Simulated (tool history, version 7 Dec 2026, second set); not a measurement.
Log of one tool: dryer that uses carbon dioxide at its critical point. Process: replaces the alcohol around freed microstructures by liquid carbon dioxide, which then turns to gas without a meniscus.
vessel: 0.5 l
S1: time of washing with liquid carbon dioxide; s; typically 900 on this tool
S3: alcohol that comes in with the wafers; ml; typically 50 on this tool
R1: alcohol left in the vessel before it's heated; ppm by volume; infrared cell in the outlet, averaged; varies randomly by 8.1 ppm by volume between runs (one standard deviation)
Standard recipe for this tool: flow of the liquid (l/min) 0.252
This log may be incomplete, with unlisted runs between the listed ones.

Run 1, hour 0: usual settings. Result: R1 574 ppm by volume.
Run 2, hour 27.8: usual settings but S3 58 ml. Result: R1 680 ppm by volume.
Run 3, hour 57.3: usual settings but S3 58 ml. Result: R1 692 ppm by volume.
Run 4, hour 86.7: usual settings but S3 58 ml. Result: R1 713 ppm by volume.
Run 5, hour 110.2: usual settings but S3 58 ml. Result: R1 746 ppm by volume.
Run 6, hour 132: usual settings but flow of the liquid (l/min) 0.304. Result: R1 322 ppm by volume.
Run 7, hour 150.1: usual settings. Result: R1 672 ppm by volume.
Run 8, hour 162.4: usual settings. Result: R1 683 ppm by volume.
Run 9, hour 187.6: usual settings. Result: R1 702 ppm by volume.
Run 10, hour 204.7: usual settings but S1 1260 s, flow of the liquid (l/min) 0.173, S3 52 ml. Result: R1 849 ppm by volume.
Run 11, hour 233.6: usual settings but S1 1260 s, flow of the liquid (l/min) 0.309, S3 52 ml. Result: R1 170 ppm by volume.
Run 12, hour 250.4: usual settings but S1 600 s, flow of the liquid (l/min) 0.309, S3 42 ml. Result: R1 1512 ppm by volume.
Run 13, hour 278.2: usual settings but S1 600 s, flow of the liquid (l/min) 0.309, S3 42 ml. Result: R1 1515 ppm by volume.
Run 14, hour 305.1: usual settings but S1 1260 s, flow of the liquid (l/min) 0.217, S3 27 ml. Result: R1 294 ppm by volume.
Run 15, hour 330.2: usual settings but flow of the liquid (l/min) 0.407. Result: R1 197 ppm by volume.
Run 16, hour 352.5: usual settings but S1 600 s, flow of the liquid (l/min) 0.273, S3 46 ml. Result: R1 2698 ppm by volume.
Run 17, hour 381.8: usual settings but flow of the liquid (l/min) 0.175. Result: R1 3305 ppm by volume.
Run 18, hour 396.5: usual settings but S1 720 s. Result: R1 2096 ppm by volume.

Consider 5 possible next runs. They are alternatives, not a sequence: every one starts from the tool as it was left by run 18. What does each give?
Run A, hour 410.6: usual settings but S1 720 s, flow of the liquid (l/min) 0.162, S3 21 ml. Result: R1 ?.
Run B, hour 410.6: usual settings but S1 1140 s, flow of the liquid (l/min) 0.228, S3 74 ml. Result: R1 ?.
Run C, hour 410.6: usual settings but S1 1440 s, flow of the liquid (l/min) 0.169, S3 94 ml. Result: R1 ?.
Run D, hour 410.6: usual settings but S3 29 ml. Result: R1 ?.
Run E, hour 410.6: usual settings but S1 840 s. Result: R1 ?.

run    R1
  A  3546
  B   711
  C  1113
  D   607
  E  1160
Take away the tool's hidden state, keep each run's random variation, and the runs would have read:
run    R1
  A  2511
  B   284
  C   510
  D   247
  E   586

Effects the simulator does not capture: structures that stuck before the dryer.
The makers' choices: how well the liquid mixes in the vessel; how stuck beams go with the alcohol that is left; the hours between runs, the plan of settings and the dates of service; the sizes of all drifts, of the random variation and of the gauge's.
